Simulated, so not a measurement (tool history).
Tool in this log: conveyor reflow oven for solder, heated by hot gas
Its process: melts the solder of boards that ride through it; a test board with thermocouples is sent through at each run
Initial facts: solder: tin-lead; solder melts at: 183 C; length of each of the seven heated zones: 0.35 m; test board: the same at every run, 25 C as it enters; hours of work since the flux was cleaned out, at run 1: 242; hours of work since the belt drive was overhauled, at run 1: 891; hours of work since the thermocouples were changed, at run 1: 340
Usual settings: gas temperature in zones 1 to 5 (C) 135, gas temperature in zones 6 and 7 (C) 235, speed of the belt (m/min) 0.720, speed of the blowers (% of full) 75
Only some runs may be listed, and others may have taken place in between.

run    hour  gas temperature in zones 1 to 5 (C)  gas temperature in zones 6 and 7 (C)  speed of the belt (m/min)  speed of the blowers (% of full)  hours of work since the flux was cleaned out  hours of work since the belt drive was overhauled  hours of work since the thermocouples were changed  highest temperature of the board (C)  time above the solder's melting point (s)
  1     0.0                                  135                                   235                      0.720                                75                                           242                                                891                                                 340                                 216.9                                       43.2
  2    49.1                                  135                                   235                      0.799                                75                                           279                                                928                                                 377                                 213.1                                       35.9
  3    94.4                                  135                                   235                      0.799                                80                                           314                                                963                                                 411                                 213.9                                       36.6
  4   168.5                                  135                                   235                      0.858                                75                                           370                                               1019                                                 467                                 209.6                                       31.0
  5   203.6                                  135                                   235                      0.670                                75                                           396                                               1045                                                 494                                 218.0                                       47.9
      212.7  -- flux residue cleaned out of gas plates and filters
  6   280.3                                  135                                   235                      0.670                                75                                            51                                               1099                                                 548                                 221.6                                       50.1
      319.3  -- belt drive overhauled, speed set with a stopwatch
  7   322.5                                  135                                   235                      0.741                                75                                            80                                                  2                                                 577                                 217.8                                       41.7
  8   401.4                                  135                                   235                      0.720                                75                                           140                                                 62                                                 637                                 218.5                                       43.4
  9   476.6                                  135                                   235                      0.720                                75                                           196                                                119                                                 693                                 218.8                                       43.0
 10   517.6                                  135                                   235                      0.720                                75                                           227                                                150                                                 724                                 218.3                                       43.6
 11   562.2                                  135                                   235                      0.830                                75                                           261                                                184                                                 758                                 212.5                                       33.5
 12   625.6                                  135                                   239                      0.720                                75                                           309                                                231                                                 806                                 220.0                                       44.0
 13   702.7                                  121                                   239                      0.720                                75                                           367                                                290                                                 864                                 216.8                                       39.5
 14   739.4                                  135                                   235                      0.720                                75                                           395                                                317                                                 892                                 216.8                                       42.4
      748.0  -- flux residue cleaned out of gas plates and filters
 15   814.5                                  135                                   235                      0.720                                75                                            50                                                370                                                 945                                 220.2                                       45.0
 16   864.4                                  139                                   243                      0.822                                75                                            88                                                408                                                 983                                 222.9                                       41.0
 17   927.7                                  125                                   226                      0.720                                75                                           136                                                456                                                1031                                 210.4                                       36.8
 18   978.6                                  135                                   235                      0.595                                75                                           174                                                494                                                1069                                 225.5                                       58.7
 19  1025.1                                  129                                   235                      0.595                                75                                           209                                                529                                                1104                                 224.2                                       56.0
 20  1071.5                                  132                                   232                      0.720                                60                                           244                                                565                                                1139                                 211.0                                       36.8
 21  1146.8                                  122                                   248                      0.720                                60                                           301                                                621                                                1196                                 220.0                                       40.8
 22  1193.4                                  122                                   248                      0.720                                60                                           336                                                657                                                1231                                 219.8                                       41.0
 23  1231.3                                  122                                   248                      0.720                                60                                           365                                                685                                                1260                                 220.0                                       41.4
     1281.3  -- flux residue cleaned out of gas plates and filters
 24  1308.9                                  142                                   237                      0.720                                75                                            21                                                740                                                1315                                 224.9                                       49.5
 25  1378.4                                  134                                   250                      0.720                                75                                            73                                                793                                                1367                                 234.4                                       51.7
 26  1410.6                                  134                                   250                      0.720                                75                                            98                                                817                                                1392                                 234.2                                       51.7
     1477.2  -- thermocouples of zones 6 and 7 changed
 27  1480.2                                  123                                   225                      0.744                                80                                           149                                                868                                                   2                                 207.8                                       32.9
 28  1536.3                                  145                                   235                      0.832                                77                                           191                                                910                                                  45                                 215.1                                       38.3
 29  1604.5                                  145                                   235                      0.832                                77                                           243                                                962                                                  96                                 214.7                                       38.2

What if the next run were any one of these 3? Each begins from the tool's condition after run 29:
  A  1682.8                                  145                                   232                      0.824                                77                                           302                                               1021                                                 155                                     ?                                          ?
  B  1682.8                                  143                                   234                      0.762                                77                                           302                                               1021                                                 155                                     ?                                          ?
  C  1682.8                                  148                                   249                      0.795                                75                                           302                                               1021                                                 155                                     ?                                          ?

run  highest temperature of the board (C)  time above the solder's melting point (s)
  A                                 212.2                                       37.0
  B                                 215.8                                       42.5
  C                                 227.1                                       47.2
The same runs, with their run-to-run variation unchanged, on a tool lacking any hidden condition would have given:
run  highest temperature of the board (C)  time above the solder's melting point (s)
  A                                 214.5                                       38.1
  B                                 217.9                                       43.2
  C                                 229.6                                       47.4
